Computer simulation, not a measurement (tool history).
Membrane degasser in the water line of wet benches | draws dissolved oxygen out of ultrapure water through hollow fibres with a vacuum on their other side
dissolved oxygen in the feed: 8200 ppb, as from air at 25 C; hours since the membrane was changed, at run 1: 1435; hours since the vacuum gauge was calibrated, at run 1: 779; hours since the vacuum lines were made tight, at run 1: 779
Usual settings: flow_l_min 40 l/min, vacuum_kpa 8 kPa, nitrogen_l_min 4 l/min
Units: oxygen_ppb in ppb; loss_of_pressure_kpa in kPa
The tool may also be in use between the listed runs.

run      day  flow_l_min  vacuum_kpa  nitrogen_l_min  hours since the membrane was changed  hours since the vacuum gauge was calibrated  hours since the vacuum lines were made tight  oxygen_ppb  loss_of_pressure_kpa
  1        0          40           8               4                                  1435                                          779                                           779       223.5                 59.37
  2   14.325          40           8               4                                  1779                                         1123                                          1123         227                 59.29
  3   28.575          40           8               4                                  2121                                         1465                                          1465       226.6                 59.12
  4   34.917          40           8             3.6                                  2273                                         1617                                          1617       234.6                 59.52
  5   47.871          40           8               4                                  2584                                         1928                                          1928       231.4                 59.49
  6   53.988          41           8               4                                  2731                                         2075                                          2075       235.4                 61.04
  7   61.158          41           8               4                                  2903                                         2247                                          2247       232.5                 60.54
  8   71.196          41           8               4                                  3144                                         2488                                          2488       235.9                 60.83
  9    84.65          41           8               4                                  3467                                         2810                                          2810       238.4                 60.92
 10   97.433          41           8               4                                  3774                                         3117                                          3117       235.4                 61.15
      99.454  -- vacuum gauge calibrated
 11  107.625          41           8               4                                  4018                                          196                                          3361       235.7                 60.58
 12  122.158          40       14.05               4                                  4367                                          545                                          3710       361.4                 59.46
 13  128.783          40       14.05               4                                  4526                                          704                                          3869       365.2                 59.44
 14  139.725          40       14.05               4                                  4788                                          967                                          4132         367                 59.92
 15  152.375          40       14.05               4                                  5092                                         1270                                          4435       363.9                  59.8
 16  165.688          43           8               4                                  5411                                         1590                                          4755       254.2                 64.37
 17  178.175          59        7.08            3.52                                  5711                                         1889                                          5055       335.6                 88.05
 18  190.312          40        5.95             7.1                                  6002                                         2181                                          5346       158.3                 60.15
 19  205.283          40       19.57            2.37                                  6362                                         2540                                          5705         700                 59.73
 20  218.625          40       19.57            2.37                                  6682                                         2860                                          6025       708.7                 60.21
     231.012  -- vacuum gauge calibrated
 21  231.079          40        9.57            2.89                                  6980                                            2                                          6324       319.8                 60.06
 22  241.933          40       14.83             8.3                                  7241                                          262                                          6584       255.1                 60.39
     247.521  -- seals of the vacuum lines changed
 23  256.379          54           8            4.52                                  7585                                          607                                           213       311.7                 80.85
 24  271.392          46       10.56            3.37                                  7946                                          967                                           573       373.1                 69.16
 25  278.825          51       10.56            9.47                                  8124                                         1146                                           751         260                 77.42
 26  293.329          51       10.56            9.47                                  8472                                         1494                                          1099       261.2                 77.29
 27  307.458          51       10.56            9.47                                  8811                                         1833                                          1439       263.4                 76.98
 28  318.896          40           8            4.96                                  9086                                         2107                                          1713       221.3                 60.44
 29    333.8          40       11.61            2.93                                  9444                                         2465                                          2071       381.2                 60.76
 30   339.95          41       11.93            2.93                                  9591                                         2613                                          2218       407.6                 61.86
 31  350.321          36       11.62            2.74                                  9840                                         2861                                          2467       359.1                 54.52
     362.292  -- vacuum gauge calibrated
 32  362.958          28        5.06           10.47                                 10143                                           16                                          2770        93.5                 42.75

Hidden state at the last listed run before each entry between runs and at the first one after, where it differs:
Between runs 10 and 11: vacuum gauge calibrated (day 99.454)
  membrane still open, %: 98.6 -> 98.5; true pressure behind the membrane over the reading, kPa: 0.17 -> -0.01; air that leaks in behind the membrane, l/min: 0.0112 -> 0.0117
  measured less the result without the state, oxygen_ppb: +11.1 -> +7.9 ppb; loss_of_pressure_kpa: +0.85 -> +0.91 kPa
Between runs 20 and 21: vacuum gauge calibrated (day 231.012)
  membrane still open, %: 97.6 -> 97.5; true pressure behind the membrane over the reading, kPa: 0.12 -> 0.01; air that leaks in behind the membrane, l/min: 0.0179 -> 0.0186
  measured less the result without the state, oxygen_ppb: +19.2 -> +14.1 ppb; loss_of_pressure_kpa: +1.44 -> +1.51 kPa
Between runs 22 and 23: seals of the vacuum lines changed (day 247.521)
  membrane still open, %: 97.4 -> 97.3; true pressure behind the membrane over the reading, kPa: 0.02 -> 0.04; air that leaks in behind the membrane, l/min: 0.0192 -> 0.0037
  measured less the result without the state, oxygen_ppb: +14.5 -> +19 ppb; loss_of_pressure_kpa: +1.57 -> +2.21 kPa
Between runs 31 and 32: vacuum gauge calibrated (day 362.292)
  membrane still open, %: 96.5 -> 96.4; true pressure behind the membrane over the reading, kPa: 0.15 -> 0.05; air that leaks in behind the membrane, l/min: 0.0089 -> 0.0096
  measured less the result without the state, oxygen_ppb: +20.4 -> +13.2 ppb; loss_of_pressure_kpa: +1.91 -> +1.54 kPa
